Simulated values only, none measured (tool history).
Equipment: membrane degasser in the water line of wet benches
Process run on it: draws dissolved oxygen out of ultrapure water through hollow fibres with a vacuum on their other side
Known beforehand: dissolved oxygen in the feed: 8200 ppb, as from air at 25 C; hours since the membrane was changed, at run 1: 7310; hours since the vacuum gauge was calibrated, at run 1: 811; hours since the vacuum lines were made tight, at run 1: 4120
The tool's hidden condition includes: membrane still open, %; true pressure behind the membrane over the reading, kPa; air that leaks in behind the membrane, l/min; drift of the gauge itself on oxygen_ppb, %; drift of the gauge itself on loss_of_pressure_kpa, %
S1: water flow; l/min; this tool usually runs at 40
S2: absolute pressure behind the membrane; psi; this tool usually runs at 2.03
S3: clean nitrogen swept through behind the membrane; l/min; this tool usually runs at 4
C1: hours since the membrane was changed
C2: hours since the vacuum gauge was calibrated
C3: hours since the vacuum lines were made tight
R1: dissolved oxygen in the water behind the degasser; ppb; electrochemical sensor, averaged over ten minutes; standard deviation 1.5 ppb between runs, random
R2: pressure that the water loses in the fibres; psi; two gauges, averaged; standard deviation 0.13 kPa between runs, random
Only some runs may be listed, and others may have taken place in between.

run,hour,S1,S2,S3,C1,C2,C3,R1,R2
1,0,40,2.03,4,7310,811,4120,337.1,5.187
2,219.8,40,2.03,4,7530,1031,4340,337.6,5.216
3,474.6,40,2.03,4,7785,1285,4594,336.4,5.207
4,746.9,40,2.03,4,8057,1558,4867,338.2,5.213
5,1046.9,40,2.03,4,8357,1858,5167,338.6,5.2
6,1306.6,40,2.03,4,8617,2117,5426,337.9,5.24
7,1544.1,40,2.03,4,8854,2355,5664,340.4,5.239
8,1867.5,30,2.03,4,9178,2678,5987,227.5,3.907
9,2052.8,40,2.03,1.94,9363,2864,6172,558.2,5.229
10,2382.1,42,1.41,1.94,9692,3193,6502,403,5.535
11,2562.4,40,1.29,4,9873,3373,6682,228.3,5.271
12,2863.7,32,4.95,3.08,10174,3675,6983,742.2,4.225
13,3144,40,2.03,4.35,10454,3955,7264,324.5,5.272
14,3381.7,53,2.34,5.07,10692,4192,7501,492.9,6.988
15,3636.1,53,2.34,5.07,10946,4447,7756,499.6,6.956
16,3886.3,40,4.34,3.81,11196,4697,8006,695.4,5.288
17,4197,44,1.28,2.05,11507,5008,8317,380.9,5.819

Each row is a separate what-if for the run after 17, all from the same tool condition, not one after another. Results?
A,4513.9,52,2.03,4,11824,5325,8634,?,?
B,4513.9,40,1.28,2.05,11824,5325,8634,?,?
C,4513.9,36,3.13,2.05,11824,5325,8634,?,?
D,4513.9,40,2.03,1.88,11824,5325,8634,?,?
E,4513.9,39,1.32,3.57,11824,5325,8634,?,?

run,R1,R2
A,494.4,6.873
B,335,5.288
C,743.8,4.746
D,575.1,5.284
E,241.3,5.155
With no hidden state in the tool, these same runs would have given:
run,R1,R2
A,462.8,6.564
B,314.2,5.05
C,726.7,4.531
D,554.6,5.046
E,222.1,4.923

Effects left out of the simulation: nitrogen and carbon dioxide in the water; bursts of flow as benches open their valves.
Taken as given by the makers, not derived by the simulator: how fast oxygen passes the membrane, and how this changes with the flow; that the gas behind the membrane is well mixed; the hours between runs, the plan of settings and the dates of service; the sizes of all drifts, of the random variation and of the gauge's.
